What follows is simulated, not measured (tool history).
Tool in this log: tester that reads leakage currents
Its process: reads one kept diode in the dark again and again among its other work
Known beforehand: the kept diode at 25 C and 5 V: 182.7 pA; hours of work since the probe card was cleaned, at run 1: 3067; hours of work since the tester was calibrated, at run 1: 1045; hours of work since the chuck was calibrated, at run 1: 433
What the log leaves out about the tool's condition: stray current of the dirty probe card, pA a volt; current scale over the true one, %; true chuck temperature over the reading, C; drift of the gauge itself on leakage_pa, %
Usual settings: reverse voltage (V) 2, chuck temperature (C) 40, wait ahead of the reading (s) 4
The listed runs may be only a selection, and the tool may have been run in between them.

| run | day | reverse voltage (V) | chuck temperature (C) | wait ahead of the reading (s) | hours of work since the probe card was cleaned | hours of work since the tester was calibrated | hours of work since the chuck was calibrated | current that the tester gives (pA) |
|---|---|---|---|---|---|---|---|---|
| 1 | 0 | 2 | 40 | 4 | 3067 | 1045 | 433 | 428.36 |
| 2 | 1.938 | 2 | 40 | 4 | 3104 | 1082 | 470 | 432.4 |
| 3 | 3.679 | 2 | 40 | 4 | 3137 | 1115 | 503 | 432.29 |
| 4 | 5.358 | 2 | 40 | 4 | 3169 | 1147 | 536 | 435.98 |
| 5 | 6.233 | 12.55 | 40 | 4 | 3186 | 1164 | 552 | 953.84 |
| 6 | 7.079 | 12.55 | 40 | 4 | 3203 | 1180 | 569 | 959.58 |
| 7 | 9.05 | 12.55 | 40 | 4 | 3240 | 1218 | 606 | 968.87 |
| 8 | 10.05 | 12.55 | 40 | 4 | 3259 | 1237 | 626 | 967.81 |
| 9 | 11.275 | 12.55 | 40 | 4 | 3283 | 1261 | 649 | 971.68 |
| 10 | 12.179 | 12.55 | 40 | 4 | 3300 | 1278 | 666 | 973.08 |
| 11 | 13.35 | 12.55 | 40 | 4 | 3323 | 1301 | 689 | 976.09 |
| 12 | 14.392 | 3.11 | 40 | 0.79 | 3343 | 1321 | 709 | 540.64 |
| 13 | 16.442 | 3.11 | 40 | 0.79 | 3382 | 1360 | 748 | 543.58 |
| 14 | 18.317 | 2 | 50 | 1.81 | 3418 | 1396 | 784 | 915.78 |
| 15 | 20.108 | 9.06 | 27 | 1.81 | 3452 | 1430 | 819 | 326.25 |
|  | 20.538 | probe card cleaned and baked |
| 16 | 21.546 | 17.54 | 32 | 4 | 19 | 1456 | 844 | 618.54 |

Branching from run 16: 4 alternative next runs. What would each branch give?
| A | 22.708 | 13.63 | 40 | 3.58 | 42 | 1478 | 866 | ? |
| B | 22.708 | 1.89 | 43 | 4 | 42 | 1478 | 866 | ? |
| C | 22.708 | 2 | 39 | 3.16 | 42 | 1478 | 866 | ? |
| D | 22.708 | 16.63 | 25 | 2.41 | 42 | 1478 | 866 | ? |

| run | current that the tester gives (pA) |
|---|---|
| A | 1018.12 |
| B | 543.35 |
| C | 419.82 |
| D | 349.35 |
The same runs, with their run-to-run variation unchanged, on a tool lacking any hidden condition would have given:
| run | current that the tester gives (pA) |
|---|---|
| A | 900.79 |
| B | 481.91 |
| C | 371.17 |
| D | 305.18 |
